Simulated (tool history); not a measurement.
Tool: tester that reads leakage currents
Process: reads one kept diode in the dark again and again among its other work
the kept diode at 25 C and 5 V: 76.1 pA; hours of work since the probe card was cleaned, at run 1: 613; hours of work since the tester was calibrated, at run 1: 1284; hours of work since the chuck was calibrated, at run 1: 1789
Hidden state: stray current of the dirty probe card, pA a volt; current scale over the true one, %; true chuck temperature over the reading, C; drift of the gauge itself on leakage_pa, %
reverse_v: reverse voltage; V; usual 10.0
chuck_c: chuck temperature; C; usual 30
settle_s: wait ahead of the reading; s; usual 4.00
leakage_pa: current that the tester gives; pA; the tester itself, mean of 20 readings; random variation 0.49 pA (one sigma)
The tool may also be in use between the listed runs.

run     day  reverse_v  chuck_c  settle_s  hours of work since the probe card was cleaned  hours of work since the tester was calibrated  hours of work since the chuck was calibrated  leakage_pa
  1   0.000       10.0       30      4.00                                             613                                           1284                                          1789      163.53
  2   2.292       10.0       44      4.00                                             648                                           1319                                          1824      448.58
  3   4.621       10.0       44      4.00                                             683                                           1355                                          1860      452.39
  4   7.954       10.0       44      4.00                                             734                                           1405                                          1910      453.46
  5  10.262       10.0       44      4.00                                             769                                           1441                                          1946      451.59
  6  12.054       10.0       30      4.00                                             797                                           1468                                          1973      164.35
  7  14.675       10.0       30      4.00                                             837                                           1508                                          2013      163.76
     17.496  -- chuck's temperature calibrated
  8  17.496       10.0       30      2.75                                             878                                           1550                                             0      163.88
  9  20.454       10.0       30      4.00                                             923                                           1595                                            45      163.51
 10  23.492       10.0       30      7.54                                             970                                           1641                                            91      163.82
 11  25.862       11.1       30      4.00                                            1006                                           1677                                           127      173.36
 12  28.750       11.1       30      4.00                                            1050                                           1721                                           171      172.85
 13  30.742       11.1       30      4.00                                            1080                                           1751                                           202      173.47
 14  33.242       10.0       30      4.00                                            1118                                           1790                                           240      165.03
 15  35.021        1.3       54      2.34                                            1145                                           1817                                           267      295.03
 16  37.725       10.0       36      1.43                                            1187                                           1858                                           308      257.69
 17  40.604        6.5       29      4.00                                            1230                                           1902                                           352      119.99
 18  43.983       10.0       30      4.76                                            1282                                           1953                                           404      163.63
 19  46.842       10.0       30      4.23                                            1326                                           1997                                           447      162.86
 20  49.492       10.0       30      4.23                                            1366                                           2037                                           488      163.71
 21  52.446       10.0       30      4.23                                            1411                                           2082                                           533      163.72
 22  54.696        2.6       59      4.00                                            1445                                           2117                                           567      591.33
 23  57.071        6.8       25      4.00                                            1481                                           2153                                           603       91.25
 24  59.533        5.5       25      4.00                                            1519                                           2190                                           641       80.73
 25  61.504        3.2       22      1.42                                            1549                                           2220                                           671       48.12
 26  65.642       13.0       30      4.00                                            1612                                           2283                                           734      189.41
 27  69.233       13.0       30      4.00                                            1667                                           2338                                           789      188.67

3 ways to go on from here, each from the tool as it stands after run 27. What would each give?
  A  71.133        5.0       45      4.00                                            1696                                           2367                                           817           ?
  B  71.133        1.9       48      4.05                                            1696                                           2367                                           817           ?
  C  71.133        2.9       54      0.90                                            1696                                           2367                                           817           ?

run  leakage_pa
  A      332.27
  B      243.22
  C      456.01
Without the tool's hidden state the same runs would have given:
run  leakage_pa
  A      332.21
  B      243.18
  C      455.95
